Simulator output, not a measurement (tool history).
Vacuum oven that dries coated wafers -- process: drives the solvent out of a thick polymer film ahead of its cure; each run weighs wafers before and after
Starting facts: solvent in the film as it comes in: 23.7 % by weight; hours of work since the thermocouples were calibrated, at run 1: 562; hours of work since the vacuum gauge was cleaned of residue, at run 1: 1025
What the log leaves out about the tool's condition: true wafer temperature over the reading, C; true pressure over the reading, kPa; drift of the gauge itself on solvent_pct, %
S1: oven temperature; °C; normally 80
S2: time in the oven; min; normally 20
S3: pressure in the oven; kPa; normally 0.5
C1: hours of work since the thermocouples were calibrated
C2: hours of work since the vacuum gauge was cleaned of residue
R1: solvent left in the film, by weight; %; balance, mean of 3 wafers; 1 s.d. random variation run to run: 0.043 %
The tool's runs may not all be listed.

{"run": 1, "hour": 0.0, "S1": 80, "S2": 20, "S3": 0.5, "C1": 562, "C2": 1025, "R1": 2.39}
{"run": 2, "hour": 64.6, "S1": 80, "S2": 20, "S3": 0.5, "C1": 613, "C2": 1076, "R1": 2.37}
{"run": 3, "hour": 105.6, "S1": 80, "S2": 20, "S3": 0.5, "C1": 646, "C2": 1109, "R1": 2.41}
{"run": 4, "hour": 177.8, "S1": 80, "S2": 23, "S3": 0.5, "C1": 703, "C2": 1166, "R1": 1.83}
{"hour": 203.3, "done": "oven's thermocouples calibrated"}
{"run": 5, "hour": 255.0, "S1": 80, "S2": 23, "S3": 0.5, "C1": 41, "C2": 1226, "R1": 2.15}
{"run": 6, "hour": 336.5, "S1": 80, "S2": 20, "S3": 0.5, "C1": 106, "C2": 1291, "R1": 2.76}
{"run": 7, "hour": 399.7, "S1": 80, "S2": 20, "S3": 0.5, "C1": 156, "C2": 1341, "R1": 2.69}
{"run": 8, "hour": 482.6, "S1": 80, "S2": 20, "S3": 0.5, "C1": 222, "C2": 1407, "R1": 2.68}
{"run": 9, "hour": 566.3, "S1": 80, "S2": 20, "S3": 0.5, "C1": 289, "C2": 1474, "R1": 2.68}
{"run": 10, "hour": 621.4, "S1": 80, "S2": 20, "S3": 0.5, "C1": 332, "C2": 1518, "R1": 2.69}
{"run": 11, "hour": 685.9, "S1": 80, "S2": 20, "S3": 0.5, "C1": 384, "C2": 1569, "R1": 2.68}
{"run": 12, "hour": 757.4, "S1": 80, "S2": 15, "S3": 0.5, "C1": 441, "C2": 1626, "R1": 4.24}
{"run": 13, "hour": 814.5, "S1": 80, "S2": 15, "S3": 0.5, "C1": 486, "C2": 1671, "R1": 4.14}
{"run": 14, "hour": 869.1, "S1": 80, "S2": 15, "S3": 0.5, "C1": 529, "C2": 1715, "R1": 4.17}
{"run": 15, "hour": 913.4, "S1": 80, "S2": 15, "S3": 0.5, "C1": 565, "C2": 1750, "R1": 4.18}
{"run": 16, "hour": 970.0, "S1": 80, "S2": 20, "S3": 0.632, "C1": 610, "C2": 1795, "R1": 2.72}
{"run": 17, "hour": 1050.6, "S1": 80, "S2": 20, "S3": 0.5, "C1": 674, "C2": 1859, "R1": 2.64}
{"run": 18, "hour": 1091.1, "S1": 80, "S2": 20, "S3": 0.5, "C1": 706, "C2": 1891, "R1": 2.68}
{"hour": 1113.6, "done": "oven's thermocouples calibrated"}
{"run": 19, "hour": 1132.3, "S1": 80, "S2": 20, "S3": 0.5, "C1": 15, "C2": 1922, "R1": 2.9}
{"run": 20, "hour": 1188.9, "S1": 80, "S2": 20, "S3": 0.5, "C1": 60, "C2": 1967, "R1": 2.83}
{"run": 21, "hour": 1238.8, "S1": 80, "S2": 22, "S3": 0.5, "C1": 99, "C2": 2007, "R1": 2.41}
{"run": 22, "hour": 1314.5, "S1": 77, "S2": 20, "S3": 0.5, "C1": 160, "C2": 2067, "R1": 3.68}
{"run": 23, "hour": 1378.8, "S1": 77, "S2": 20, "S3": 0.5, "C1": 211, "C2": 2118, "R1": 3.67}
{"run": 24, "hour": 1443.3, "S1": 73, "S2": 20, "S3": 0.26, "C1": 262, "C2": 2169, "R1": 4.78}
{"run": 25, "hour": 1518.5, "S1": 73, "S2": 20, "S3": 0.26, "C1": 322, "C2": 2229, "R1": 4.8}
{"run": 26, "hour": 1565.6, "S1": 71, "S2": 19, "S3": 0.689, "C1": 359, "C2": 2267, "R1": 5.9}
{"run": 27, "hour": 1627.9, "S1": 90, "S2": 15, "S3": 0.25, "C1": 409, "C2": 2316, "R1": 1.83}
{"run": 28, "hour": 1664.3, "S1": 80, "S2": 13, "S3": 1.18, "C1": 438, "C2": 2345, "R1": 5.48}
{"run": 29, "hour": 1706.0, "S1": 80, "S2": 12, "S3": 0.5, "C1": 471, "C2": 2378, "R1": 5.79}
{"run": 30, "hour": 1769.3, "S1": 80, "S2": 19, "S3": 0.407, "C1": 521, "C2": 2429, "R1": 2.97}
{"run": 31, "hour": 1850.1, "S1": 80, "S2": 19, "S3": 0.407, "C1": 586, "C2": 2493, "R1": 3.08}
{"hour": 1863.2, "done": "vacuum gauge cleaned of residue and calibrated"}
{"run": 32, "hour": 1892.4, "S1": 80, "S2": 20, "S3": 1.17, "C1": 618, "C2": 23, "R1": 2.58}
{"run": 33, "hour": 1948.0, "S1": 80, "S2": 20, "S3": 1.883, "C1": 662, "C2": 67, "R1": 2.84}
{"hour": 2025.8, "done": "oven's thermocouples calibrated"}
{"run": 34, "hour": 2026.3, "S1": 80, "S2": 20, "S3": 1.883, "C1": 0, "C2": 128, "R1": 2.91}
{"run": 35, "hour": 2100.0, "S1": 75, "S2": 12, "S3": 0.725, "C1": 59, "C2": 187, "R1": 7.09}
{"run": 36, "hour": 2178.2, "S1": 75, "S2": 12, "S3": 0.725, "C1": 121, "C2": 249, "R1": 7.08}
{"run": 37, "hour": 2218.8, "S1": 70, "S2": 11, "S3": 0.725, "C1": 153, "C2": 281, "R1": 9.41}
{"run": 38, "hour": 2271.5, "S1": 70, "S2": 11, "S3": 0.725, "C1": 195, "C2": 323, "R1": 9.42}
{"run": 39, "hour": 2307.6, "S1": 70, "S2": 11, "S3": 0.725, "C1": 224, "C2": 352, "R1": 9.28}
{"run": 40, "hour": 2374.6, "S1": 77, "S2": 20, "S3": 1.582, "C1": 277, "C2": 405, "R1": 3.55}
{"run": 41, "hour": 2460.4, "S1": 93, "S2": 24, "S3": 0.63, "C1": 346, "C2": 473, "R1": 0.47}
{"run": 42, "hour": 2546.2, "S1": 93, "S2": 24, "S3": 0.63, "C1": 414, "C2": 541, "R1": 0.44}
{"run": 43, "hour": 2595.7, "S1": 85, "S2": 11, "S3": 1.077, "C1": 453, "C2": 581, "R1": 4.37}
{"run": 44, "hour": 2679.3, "S1": 85, "S2": 11, "S3": 1.077, "C1": 520, "C2": 647, "R1": 4.39}
{"run": 45, "hour": 2743.8, "S1": 84, "S2": 11, "S3": 1.077, "C1": 571, "C2": 699, "R1": 4.76}
{"run": 46, "hour": 2791.5, "S1": 84, "S2": 31, "S3": 1.077, "C1": 609, "C2": 736, "R1": 0.8}

5 ways to go on from here, each from the tool as it stands after run 46. What would each give?
{"run": "A", "hour": 2853.6, "S1": 84, "S2": 20, "S3": 0.438, "C1": 658, "C2": 786, "R1": "?"}
{"run": "B", "hour": 2853.6, "S1": 75, "S2": 13, "S3": 0.55, "C1": 658, "C2": 786, "R1": "?"}
{"run": "C", "hour": 2853.6, "S1": 82, "S2": 12, "S3": 1.05, "C1": 658, "C2": 786, "R1": "?"}
{"run": "D", "hour": 2853.6, "S1": 80, "S2": 12, "S3": 0.5, "C1": 658, "C2": 786, "R1": "?"}
{"run": "E", "hour": 2853.6, "S1": 81, "S2": 31, "S3": 1.077, "C1": 658, "C2": 786, "R1": "?"}

run=A R1=1.57
run=B R1=6.35
run=C R1=4.7
run=D R1=5.16
run=E R1=1.12
Without the tool's unlogged condition, the same runs would have read:
run=A R1=1.61
run=B R1=6.56
run=C R1=4.9
run=D R1=5.36
run=E R1=1.07
